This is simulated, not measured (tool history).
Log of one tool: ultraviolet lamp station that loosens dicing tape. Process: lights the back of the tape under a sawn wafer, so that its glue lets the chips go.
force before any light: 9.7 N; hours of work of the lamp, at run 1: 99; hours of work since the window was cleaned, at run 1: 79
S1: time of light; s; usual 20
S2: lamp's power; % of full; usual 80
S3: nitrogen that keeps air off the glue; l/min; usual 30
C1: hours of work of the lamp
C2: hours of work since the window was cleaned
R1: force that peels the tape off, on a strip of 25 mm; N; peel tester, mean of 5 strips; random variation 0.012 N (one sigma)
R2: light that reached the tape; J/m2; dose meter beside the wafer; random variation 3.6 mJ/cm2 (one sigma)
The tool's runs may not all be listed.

run	hour	S1	S2	S3	C1	C2	R1	R2
1	0	20	80	30	99	79	0.662	5530
2	18.7	34	80	30	111	91	0.207	9200
3	36.7	34	80	30	123	103	0.22	9180
4	59.6	34	80	30	138	117	0.222	9040
5	79.3	34	80	30	150	130	0.228	8970
6	98.9	34	80	30	163	143	0.229	8870
7	114.2	20	80	30	173	153	0.804	5170
8	125.7	20	63	30	180	160	1.306	4020
9	153.4	20	80	30	198	178	0.853	5060
10	178.6	20	80	30	214	194	0.873	4910
11	190.1	20	80	30	222	202	0.885	4920
12	203.7	20	80	30	231	211	0.906	4810
13	231.2	12	80	40	248	228	2.016	2900
# hour 233.6: window cleaned of glue's vapour
14	248.6	12	61	15	259	10	4.105	2080
15	270.8	16	86	17	274	24	2.035	3830
16	291.3	28	80	16	287	37	0.844	6190
17	307.3	28	80	16	297	48	0.859	6070
# hour 322: window cleaned of glue's vapour, once more
18	322.2	19	93	18	307	0	0.84	5970
19	345.5	32	73	20	322	15	0.408	7750
20	371.3	39	73	20	338	32	0.279	9250
21	382.9	39	73	34	346	39	0.201	9280
22	406.5	39	66	13	361	55	0.484	8340

Forecast each of these 4 alternatives for the next run:
A	425	20	86	30	373	66	?	?
B	425	39	67	18	373	66	?	?
C	425	17	80	11	373	66	?	?
D	425	12	66	10	373	66	?	?

run	R1	R2
A	0.7	5470
B	0.384	8270
C	2.134	4300
D	3.939	2500
Without the tool's hidden state the same runs would have given:
run	R1	R2
A	0.475	6450
B	0.264	9750
C	1.636	5070
D	3.371	2950
